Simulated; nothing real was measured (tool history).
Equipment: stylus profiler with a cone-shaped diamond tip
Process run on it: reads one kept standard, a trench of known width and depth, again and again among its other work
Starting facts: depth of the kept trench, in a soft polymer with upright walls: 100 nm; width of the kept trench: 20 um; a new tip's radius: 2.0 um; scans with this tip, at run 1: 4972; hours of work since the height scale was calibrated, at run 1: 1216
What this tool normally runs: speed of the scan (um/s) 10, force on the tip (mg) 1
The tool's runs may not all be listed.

run     day  speed of the scan (um/s)  force on the tip (mg)  scans with this tip  hours of work since the height scale was calibrated  depth of the trench (nm)  width of the trench's floor (nm)
  1       0                        10                      1                 4972                                                 1216                    101.03                             18690
  2   2.679                        10                      1                 5081                                                 1243                    100.92                             18700
  3   8.746                        10                      1                 5329                                                 1303                     100.9                             18660
  4  12.996                        10                   0.48                 5502                                                 1346                    100.58                             18630
     13.938  -- height scale calibrated on a step standard
  5  17.062                        10                   0.48                 5667                                                   31                    100.59                             18650
  6  21.354                        10                   0.48                 5842                                                   74                    100.63                             18590
  7  24.783                         7                   1.76                 5982                                                  108                    101.26                             18690
  8  28.775                         7                   1.76                 6145                                                  148                    101.43                             18690
  9  32.296                         7                   1.76                 6289                                                  183                    101.33                             18680
 10  36.675                        23                   0.57                 6467                                                  227                    100.64                             18490
 11  42.062                         7                   1.81                 6687                                                  281                    101.38                             18690
 12  45.992                         7                   1.81                 6847                                                  320                     101.3                             18650

Hidden state at the last listed run before each entry between runs and at the first one after, where it differs:
Between runs 4 and 5: height scale calibrated on a step standard (day 13.938)
  height scale over the true one, %: -0.01 -> -0.001
